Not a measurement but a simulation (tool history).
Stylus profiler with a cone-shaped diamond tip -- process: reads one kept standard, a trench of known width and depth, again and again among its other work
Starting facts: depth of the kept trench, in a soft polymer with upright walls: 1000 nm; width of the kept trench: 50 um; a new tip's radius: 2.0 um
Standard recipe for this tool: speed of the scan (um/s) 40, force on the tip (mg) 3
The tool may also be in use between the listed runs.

run   hour  speed of the scan (um/s)  force on the tip (mg)  depth of the trench (nm)  width of the trench's floor (nm)
  1      0                        40                      3                   1012.76                             44600
  2   44.3                        40                   8.92                   1028.32                             44610
  3   75.3                        40                   8.92                   1028.49                             44540
  4  102.3                        40                   8.92                   1028.31                             44520
  5  129.6                        40                   1.75                   1007.85                             44400
  6  158.5                        40                   6.38                   1021.93                             44410
  7  203.7                        75                      3                   1012.21                             44170
  8  235.2                        75                      3                    1011.8                             44100
  9  266.3                        40                      3                   1012.34                             44190
 10  313.5                        40                      3                   1011.75                             44130
 11  336.8                        40                      3                   1011.71                             44140
 12  359.4                        50                      3                   1011.93                             44090
 13  406.2                        25                   2.81                    1011.6                             44010
 14    443                        24                   5.51                   1018.85                             44060
       447  -- height scale calibrated on a step standard
 15  495.5                        14                   5.51                   1017.05                             44030
 16  543.1                        14                   5.51                   1016.98                             43990
 17    586                        14                   1.11                   1002.52                             43850
     623.9  -- height scale calibrated on a step standard, once more
 18  637.7                        79                   3.02                   1014.45                             43550
 19  674.5                       158                   1.96                   1010.66                             42980
 20  724.6                       158                   1.96                    1010.6                             42840
 21  749.2                       158                   1.96                   1010.31                             42830
 22  793.5                        78                      3                   1013.49                             43370
 23  838.9                        72                   2.77                   1013.15                             43340

4 options for the next run, each taken on its own from the tool as it stands now. Forecast them:
  A  883.2                        44                   8.01                         ?                                 ?
  B  883.2                        29                   5.15                         ?                                 ?
  C  883.2                        13                   7.01                         ?                                 ?
  D  883.2                        19                   3.33                         ?                                 ?

run  depth of the trench (nm)  width of the trench's floor (nm)
  A                   1026.91                             43540
  B                   1020.01                             43480
  C                   1025.18                             43650
  D                   1014.67                             43540
Without the tool's unlogged condition, the same runs would have read:
run  depth of the trench (nm)  width of the trench's floor (nm)
  A                   1027.71                             46450
  B                   1020.81                             46390
  C                   1025.98                             46570
  D                   1015.46                             46450
